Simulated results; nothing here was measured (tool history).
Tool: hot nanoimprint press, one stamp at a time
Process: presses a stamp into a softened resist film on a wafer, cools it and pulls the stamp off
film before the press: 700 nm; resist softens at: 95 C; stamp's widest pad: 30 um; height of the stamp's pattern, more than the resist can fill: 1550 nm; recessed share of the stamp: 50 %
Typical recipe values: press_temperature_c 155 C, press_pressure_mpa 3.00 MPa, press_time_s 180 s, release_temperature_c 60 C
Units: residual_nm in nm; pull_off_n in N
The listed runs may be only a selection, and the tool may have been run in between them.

| run | hour | press_temperature_c | press_pressure_mpa | press_time_s | release_temperature_c | residual_nm | pull_off_n |
|---|---|---|---|---|---|---|---|
| 1 | 0.0 | 155 | 3.00 | 180 | 60 | 357.4 | 96 |
| 2 | 14.6 | 155 | 3.00 | 97 | 60 | 424.0 | 92 |
| 3 | 33.3 | 155 | 3.00 | 97 | 60 | 425.2 | 92 |
| 4 | 54.0 | 155 | 3.00 | 97 | 60 | 421.9 | 91 |
| 5 | 70.2 | 155 | 3.00 | 116 | 60 | 407.1 | 89 |
| 6 | 103.2 | 155 | 2.65 | 116 | 60 | 429.9 | 92 |
| 7 | 124.0 | 155 | 2.65 | 116 | 60 | 430.3 | 94 |
| 8 | 146.6 | 155 | 2.65 | 116 | 60 | 434.5 | 89 |
| 9 | 161.7 | 155 | 2.65 | 116 | 60 | 426.5 | 93 |
| 10 | 183.9 | 155 | 2.65 | 116 | 60 | 425.4 | 90 |
| 11 | 207.9 | 155 | 2.29 | 180 | 60 | 404.8 | 93 |
| 12 | 224.8 | 155 | 2.29 | 180 | 60 | 406.2 | 90 |
| 13 | 243.9 | 155 | 2.29 | 180 | 60 | 406.1 | 94 |
| 14 | 266.1 | 155 | 2.29 | 180 | 60 | 407.2 | 94 |
| 15 | 282.7 | 155 | 3.41 | 180 | 60 | 330.6 | 93 |
| 16 | 305.2 | 155 | 3.41 | 180 | 60 | 332.4 | 91 |
| 17 | 336.6 | 148 | 3.00 | 98 | 60 | 512.4 | 94 |
| 18 | 353.2 | 148 | 3.00 | 189 | 67 | 435.5 | 87 |
| 19 | 380.1 | 148 | 3.00 | 189 | 67 | 437.1 | 88 |
| 20 | 398.9 | 155 | 2.04 | 180 | 60 | 428.8 | 91 |
| 21 | 416.5 | 155 | 2.04 | 180 | 60 | 432.2 | 91 |
| 22 | 441.6 | 155 | 4.19 | 180 | 60 | 294.8 | 92 |
| 23 | 467.4 | 155 | 4.19 | 180 | 60 | 294.6 | 92 |
| 24 | 492.3 | 155 | 4.19 | 180 | 60 | 293.5 | 94 |
| 25 | 506.7 | 163 | 2.70 | 345 | 60 | 236.1 | 96 |
| 26 | 535.7 | 157 | 1.82 | 95 | 48 | 505.6 | 101 |
| 27 | 554.2 | 157 | 3.04 | 95 | 67 | 403.8 | 87 |
| 28 | 574.7 | 157 | 3.04 | 95 | 67 | 404.9 | 86 |
| 29 | 586.5 | 155 | 4.65 | 291 | 57 | 234.8 | 95 |

Taken out of this log: 5 entries between the listed runs. Where each belongs, and how the hidden state differs across it:
Runs 1 to 2: plate thermocouple calibrated (hour 8.5)
  true temperature over the reading, C: -0.09 -> -0.02
Runs 5 to 6: stamp cleaned and given a new release coat (hour 102.6)
  pressure that arrives at the usual setting, %: 99.84 -> 99.83; grip of the stamp's worn release coat, % over a new coat's: 0.8 -> 0
Runs 15 to 16: stamp cleaned and given a new release coat (hour 305.1)
  grip of the stamp's worn release coat, % over a new coat's: 0.8 -> 0
Runs 16 to 17: press's hydraulic seals changed and the load cell set to zero (hour 323.6)
  true temperature over the reading, C: -0.05 -> -0.06; pressure that arrives at the usual setting, %: 99.79 -> 100.01; grip of the stamp's worn release coat, % over a new coat's: 0 -> 0.1
Runs 25 to 26: stamp cleaned and given a new release coat (hour 515.2)
  true temperature over the reading, C: -0.07 -> -0.08; pressure that arrives at the usual setting, %: 99.97 -> 99.96; grip of the stamp's worn release coat, % over a new coat's: 0.9 -> 0.1

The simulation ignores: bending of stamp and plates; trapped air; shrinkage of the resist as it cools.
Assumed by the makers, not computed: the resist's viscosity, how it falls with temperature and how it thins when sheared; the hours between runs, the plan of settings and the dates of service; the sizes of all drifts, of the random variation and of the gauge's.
